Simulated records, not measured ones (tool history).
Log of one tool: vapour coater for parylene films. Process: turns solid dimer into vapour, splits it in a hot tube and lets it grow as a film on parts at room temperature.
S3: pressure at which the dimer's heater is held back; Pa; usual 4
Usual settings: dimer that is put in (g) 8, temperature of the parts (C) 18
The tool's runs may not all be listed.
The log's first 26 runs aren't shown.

{"run": 27, "hour": 396.6, "dimer that is put in (g)": 8, "temperature of the parts (C)": 18, "S3": 4, "thickness of the film (um)": 5.62}
{"run": 28, "hour": 416.4, "dimer that is put in (g)": 8, "temperature of the parts (C)": 13, "S3": 10.43, "thickness of the film (um)": 5.93}
{"run": 29, "hour": 428.2, "dimer that is put in (g)": 4, "temperature of the parts (C)": 20, "S3": 9.48, "thickness of the film (um)": 2.55}
{"run": 30, "hour": 444.5, "dimer that is put in (g)": 6, "temperature of the parts (C)": 14, "S3": 4.02, "thickness of the film (um)": 4.57}
{"run": 31, "hour": 463.5, "dimer that is put in (g)": 4, "temperature of the parts (C)": 23, "S3": 3.1, "thickness of the film (um)": 2.51}
{"run": 32, "hour": 481.1, "dimer that is put in (g)": 4, "temperature of the parts (C)": 23, "S3": 4.76, "thickness of the film (um)": 2.43}
{"run": 33, "hour": 490.1, "dimer that is put in (g)": 4, "temperature of the parts (C)": 20, "S3": 11.01, "thickness of the film (um)": 2.5}
{"run": 34, "hour": 507.4, "dimer that is put in (g)": 10, "temperature of the parts (C)": 13, "S3": 3.22, "thickness of the film (um)": 7.74}
{"run": 35, "hour": 522.8, "dimer that is put in (g)": 8, "temperature of the parts (C)": 18, "S3": 6.75, "thickness of the film (um)": 5.28}
{"hour": 542.7, "done": "trap's valve overhauled"}
{"run": 36, "hour": 545.8, "dimer that is put in (g)": 5, "temperature of the parts (C)": 12, "S3": 2.28, "thickness of the film (um)": 4.49}
{"run": 37, "hour": 560.2, "dimer that is put in (g)": 7, "temperature of the parts (C)": 13, "S3": 4.83, "thickness of the film (um)": 5.91}
{"run": 38, "hour": 568.8, "dimer that is put in (g)": 12, "temperature of the parts (C)": 26, "S3": 2.44, "thickness of the film (um)": 7.67}
{"run": 39, "hour": 580.5, "dimer that is put in (g)": 9, "temperature of the parts (C)": 19, "S3": 4, "thickness of the film (um)": 6.55}
{"run": 40, "hour": 596.1, "dimer that is put in (g)": 6, "temperature of the parts (C)": 18, "S3": 4, "thickness of the film (um)": 4.47}
{"run": 41, "hour": 604.6, "dimer that is put in (g)": 6, "temperature of the parts (C)": 18, "S3": 4, "thickness of the film (um)": 4.36}
{"run": 42, "hour": 623.8, "dimer that is put in (g)": 6, "temperature of the parts (C)": 18, "S3": 4, "thickness of the film (um)": 4.43}
{"run": 43, "hour": 643.1, "dimer that is put in (g)": 5, "temperature of the parts (C)": 11, "S3": 2.55, "thickness of the film (um)": 4.41}
{"run": 44, "hour": 661.3, "dimer that is put in (g)": 5, "temperature of the parts (C)": 25, "S3": 2.55, "thickness of the film (um)": 3.21}
{"run": 45, "hour": 675.1, "dimer that is put in (g)": 9, "temperature of the parts (C)": 13, "S3": 2.55, "thickness of the film (um)": 7.48}
{"run": 46, "hour": 689.0, "dimer that is put in (g)": 9, "temperature of the parts (C)": 13, "S3": 2.55, "thickness of the film (um)": 7.47}

5 ways to go on from here, each from the tool as it stands after run 46. What would each give?
{"run": "A", "hour": 698.7, "dimer that is put in (g)": 4, "temperature of the parts (C)": 11, "S3": 2.56, "thickness of the film (um)": "?"}
{"run": "B", "hour": 698.7, "dimer that is put in (g)": 4, "temperature of the parts (C)": 17, "S3": 2.55, "thickness of the film (um)": "?"}
{"run": "C", "hour": 698.7, "dimer that is put in (g)": 13, "temperature of the parts (C)": 13, "S3": 4.75, "thickness of the film (um)": "?"}
{"run": "D", "hour": 698.7, "dimer that is put in (g)": 4, "temperature of the parts (C)": 22, "S3": 5.54, "thickness of the film (um)": "?"}
{"run": "E", "hour": 698.7, "dimer that is put in (g)": 9, "temperature of the parts (C)": 14, "S3": 3.77, "thickness of the film (um)": "?"}

run=A thickness_of_the_film_(um)=3.41
run=B thickness_of_the_film_(um)=2.98
run=C thickness_of_the_film_(um)=10.42
run=D thickness_of_the_film_(um)=2.54
run=E thickness_of_the_film_(um)=7.17
Without the tool's hidden state the same runs would have given:
run=A thickness_of_the_film_(um)=3.52
run=B thickness_of_the_film_(um)=3.07
run=C thickness_of_the_film_(um)=10.75
run=D thickness_of_the_film_(um)=2.62
run=E thickness_of_the_film_(um)=7.39
